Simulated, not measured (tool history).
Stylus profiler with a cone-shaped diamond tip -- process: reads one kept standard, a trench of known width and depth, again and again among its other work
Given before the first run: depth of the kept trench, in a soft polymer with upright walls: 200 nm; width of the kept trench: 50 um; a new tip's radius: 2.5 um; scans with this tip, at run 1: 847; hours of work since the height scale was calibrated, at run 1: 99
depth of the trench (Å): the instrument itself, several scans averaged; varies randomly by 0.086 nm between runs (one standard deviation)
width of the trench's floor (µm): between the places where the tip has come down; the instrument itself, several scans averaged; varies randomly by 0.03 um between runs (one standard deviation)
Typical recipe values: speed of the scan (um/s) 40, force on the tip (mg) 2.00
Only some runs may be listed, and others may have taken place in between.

run   hour  speed of the scan (um/s)  force on the tip (mg)  scans with this tip  hours of work since the height scale was calibrated  depth of the trench (Å)  width of the trench's floor (µm)
  1    0.0                        40                   2.00                  847                                                   99                   2013.0                             47.71
  2   20.6                        40                   2.00                  980                                                  115                   2012.6                             47.72
  3   48.4                        40                   2.00                 1158                                                  136                   2012.9                             47.68
  4   76.5                        40                   5.91                 1338                                                  157                   2026.0                             47.79
  5   89.9                        40                   5.91                 1424                                                  167                   2026.0                             47.85
  6  106.1                        40                   2.00                 1528                                                  179                   2011.6                             47.64
  7  128.9                        40                   2.00                 1674                                                  196                   2012.1                             47.66
  8  148.5                        40                   2.00                 1800                                                  211                   2012.3                             47.63
  9  171.7                        40                   2.00                 1949                                                  228                   2012.0                             47.59
 10  186.8                        23                   2.00                 2046                                                  240                   2011.4                             47.69
 11  203.3                        40                   1.04                 2152                                                  252                   2006.4                             47.48
 12  225.2                        40                   2.00                 2292                                                  268                   2011.9                             47.59
 13  238.8                        40                   3.93                 2380                                                  279                   2018.6                             47.66
 14  262.5                        40                   0.82                 2532                                                  296                   2004.9                             47.46
 15  285.8                        40                   2.00                 2681                                                  314                   2011.8                             47.54
 16  303.3                        40                   2.00                 2793                                                  327                   2010.4                             47.58
 17  321.4                        40                   2.00                 2909                                                  341                   2011.6                             47.51
 18  340.5                        40                   3.18                 3032                                                  355                   2015.5                             47.57
 19  371.3                        40                   2.00                 3230                                                  378                   2010.9                             47.49
 20  394.3                        40                   2.00                 3377                                                  395                   2008.6                             47.52
 21  407.3                        40                   2.00                 3460                                                  405                   2010.8                             47.48
 22  432.8                        40                   4.28                 3624                                                  424                   2018.9                             47.54
 23  458.8                        79                   2.80                 3791                                                  444                   2014.0                             47.26
 24  489.5                        20                   4.90                 3988                                                  467                   2021.4                             47.57
 25  504.5                        29                   1.90                 4084                                                  478                   2009.4                             47.44
 26  523.1                        10                   4.82                 4203                                                  492                   2021.3                             47.66
 27  551.8                        10                   4.82                 4387                                                  514                   2021.5                             47.58
     553.6  -- height scale calibrated on a step standard
 28  572.3                        30                   1.51                 4515                                                   14                   2006.1                             47.36
 29  586.3                       106                   5.71                 4605                                                   25                   2022.0                             47.22
 30  613.5                       106                   5.71                 4780                                                   45                   2022.6                             47.15
 31  638.9                        11                   1.18                 4943                                                   64                   2005.2                             47.48
 32  660.0                        11                   1.18                 5078                                                   80                   2004.8                             47.50
     691.4  -- height scale calibrated on a step standard, once more
 33  691.4                        11                   1.18                 5276                                                    0                   2009.8                             47.44
 34  705.0                       124                   5.00                 5364                                                   10                   2025.0                             47.09
 35  735.0                        41                   0.82                 5556                                                   33                   2007.0                             47.14
 36  764.4                        57                   2.00                 5745                                                   55                   2013.2                             47.18
 37  784.8                        38                   3.33                 5875                                                   70                   2018.3                             47.29
 38  802.9                        12                   1.85                 5992                                                   84                   2013.4                             47.41
 39  819.9                        98                   2.04                 6101                                                   97                   2014.6                             46.89
 40  839.4                        16                   1.83                 6226                                                  111                   2012.2                             47.35
 41  853.0                        16                   1.83                 6313                                                  121                   2012.7                             47.39
 42  877.6                        92                   0.92                 6471                                                  140                   2007.5                             46.63
 43  901.4                        92                   0.92                 6624                                                  158                   2007.8                             46.61
 44  930.5                        15                   0.81                 6810                                                  180                   2007.2                             47.35

Branching from run 44: 5 alternative next runs. What would each branch give?
  A  952.6                        25                   1.71                 6952                                                  196                        ?                                 ?
  B  952.6                        35                   2.43                 6952                                                  196                        ?                                 ?
  C  952.6                        23                   2.29                 6952                                                  196                        ?                                 ?
  D  952.6                        13                   0.81                 6952                                                  196                        ?                                 ?
  E  952.6                        11                   0.77                 6952                                                  196                        ?                                 ?

run  depth of the trench (Å)  width of the trench's floor (µm)
  A                   2011.3                             47.29
  B                   2014.9                             47.23
  C                   2014.5                             47.31
  D                   2007.0                             47.32
  E                   2007.0                             47.35
What these runs would have given with no unlogged condition in the tool:
run  depth of the trench (Å)  width of the trench's floor (µm)
  A                   2011.5                             47.90
  B                   2015.1                             47.85
  C                   2014.7                             47.93
  D                   2007.2                             47.94
  E                   2007.2                             47.96

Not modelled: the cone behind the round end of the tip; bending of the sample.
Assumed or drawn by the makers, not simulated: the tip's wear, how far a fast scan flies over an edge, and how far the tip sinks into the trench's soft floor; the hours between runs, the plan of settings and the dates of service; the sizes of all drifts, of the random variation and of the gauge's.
